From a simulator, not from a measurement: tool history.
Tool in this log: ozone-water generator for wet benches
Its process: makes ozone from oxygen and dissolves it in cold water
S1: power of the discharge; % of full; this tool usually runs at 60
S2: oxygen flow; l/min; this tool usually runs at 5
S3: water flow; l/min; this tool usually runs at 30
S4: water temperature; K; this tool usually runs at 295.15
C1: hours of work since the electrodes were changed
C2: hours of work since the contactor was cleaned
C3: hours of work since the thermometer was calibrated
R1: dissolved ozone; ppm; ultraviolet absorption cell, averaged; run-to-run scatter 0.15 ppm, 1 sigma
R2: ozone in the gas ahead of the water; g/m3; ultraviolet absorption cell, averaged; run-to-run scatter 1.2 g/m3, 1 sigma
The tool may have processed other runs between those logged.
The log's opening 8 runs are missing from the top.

run 9 hour=1302.4 | S1=98 S2=5 S3=30 S4=295.15 | C1=5495 C2=1784 C3=2180 | R1=18.6 R2=235
run 10 hour=1444.2 | S1=48 S2=5 S3=30 S4=295.15 | C1=5591 C2=1880 C3=2276 | R1=11.7 R2=152.4
run 11 hour=1529.8 | S1=48 S2=5 S3=30 S4=295.15 | C1=5649 C2=1938 C3=2334 | R1=11.9 R2=149.8
run 12 hour=1720.7 | S1=48 S2=5 S3=30 S4=295.15 | C1=5778 C2=2067 C3=2463 | R1=11.8 R2=149.5
run 13 hour=1881.9 | S1=92 S2=5 S3=30 S4=295.15 | C1=5887 C2=2176 C3=2572 | R1=17.5 R2=217.8
run 14 hour=1973.9 | S1=92 S2=5 S3=30 S4=295.15 | C1=5949 C2=2238 C3=2634 | R1=17.1 R2=219.3
run 15 hour=2090.9 | S1=92 S2=5 S3=30 S4=295.15 | C1=6028 C2=2317 C3=2713 | R1=17.2 R2=216.6
run 16 hour=2271.9 | S1=60 S2=3.95 S3=30 S4=295.15 | C1=6150 C2=2439 C3=2835 | R1=12.4 R2=184.6
-- hour=2329.1 contactor cleaned
run 17 hour=2432.3 | S1=60 S2=7.08 S3=33 S4=295.15 | C1=6256 C2=70 C3=2941 | R1=13.1 R2=146.4
run 18 hour=2530.6 | S1=60 S2=7.08 S3=24 S4=295.15 | C1=6322 C2=136 C3=3007 | R1=16.2 R2=144.4
run 19 hour=2625.7 | S1=60 S2=2.81 S3=36 S4=295.15 | C1=6386 C2=200 C3=3071 | R1=9.3 R2=203.5
run 20 hour=2721.4 | S1=60 S2=5 S3=30 S4=288.15 | C1=6451 C2=265 C3=3136 | R1=14.1 R2=161.7
-- hour=2730.2 water thermometer calibrated
run 21 hour=2907.4 | S1=56 S2=7.47 S3=33 S4=289.15 | C1=6576 C2=390 C3=120 | R1=13.4 R2=134.5
-- hour=3014.2 electrodes of the discharge changed
run 22 hour=3094.7 | S1=57 S2=6.7 S3=33 S4=288.15 | C1=54 C2=513 C3=242 | R1=18.3 R2=196
run 23 hour=3216.6 | S1=54 S2=3.03 S3=33 S4=288.15 | C1=137 C2=595 C3=324 | R1=13.5 R2=251.4
run 24 hour=3385.5 | S1=60 S2=3.88 S3=30 S4=294.15 | C1=251 C2=709 C3=438 | R1=16.6 R2=245.2
-- hour=3486.5 water thermometer calibrated, once more
run 25 hour=3487.5 | S1=46 S2=5 S3=19 S4=295.15 | C1=319 C2=777 C3=1 | R1=20 R2=180.6
run 26 hour=3580.5 | S1=46 S2=5 S3=19 S4=295.15 | C1=382 C2=840 C3=63 | R1=19.5 R2=178.9
run 27 hour=3743.9 | S1=46 S2=5 S3=19 S4=295.15 | C1=492 C2=951 C3=174 | R1=19.4 R2=179.3
run 28 hour=3861.4 | S1=46 S2=4.5 S3=39 S4=295.15 | C1=572 C2=1030 C3=253 | R1=10.9 R2=185.5
run 29 hour=3968.1 | S1=60 S2=3.92 S3=30 S4=296.15 | C1=644 C2=1102 C3=325 | R1=16.2 R2=240.3
run 30 hour=4077.4 | S1=60 S2=5 S3=37 S4=288.15 | C1=717 C2=1176 C3=399 | R1=15.8 R2=220.9
run 31 hour=4183.7 | S1=46 S2=3.71 S3=35 S4=288.15 | C1=789 C2=1247 C3=471 | R1=12.1 R2=199.7
run 32 hour=4339.5 | S1=46 S2=3.71 S3=35 S4=288.15 | C1=894 C2=1353 C3=576 | R1=12 R2=198

What if the next run were any one of these 4? Each begins from the tool's condition after run 32:
run A hour=4525.7 | S1=46 S2=3.71 S3=26 S4=288.15 | C1=1020 C2=1478 C3=702 | R1=? R2=?
run B hour=4525.7 | S1=44 S2=2.76 S3=30 S4=300.15 | C1=1020 C2=1478 C3=702 | R1=? R2=?
run C hour=4525.7 | S1=46 S2=3.45 S3=35 S4=288.15 | C1=1020 C2=1478 C3=702 | R1=? R2=?
run D hour=4525.7 | S1=73 S2=3.2 S3=35 S4=288.15 | C1=1020 C2=1478 C3=702 | R1=? R2=?

run=A R1=15.5 R2=199.9
run=B R1=11.1 R2=215.4
run=C R1=11.4 R2=203.4
run=D R1=16 R2=299.5
The same runs, with their run-to-run variation unchanged, on a tool lacking any hidden condition would have given:
run=A R1=16.3 R2=207.2
run=B R1=11.6 R2=222.7
run=C R1=12 R2=210.8
run=D R1=17.2 R2=316.7
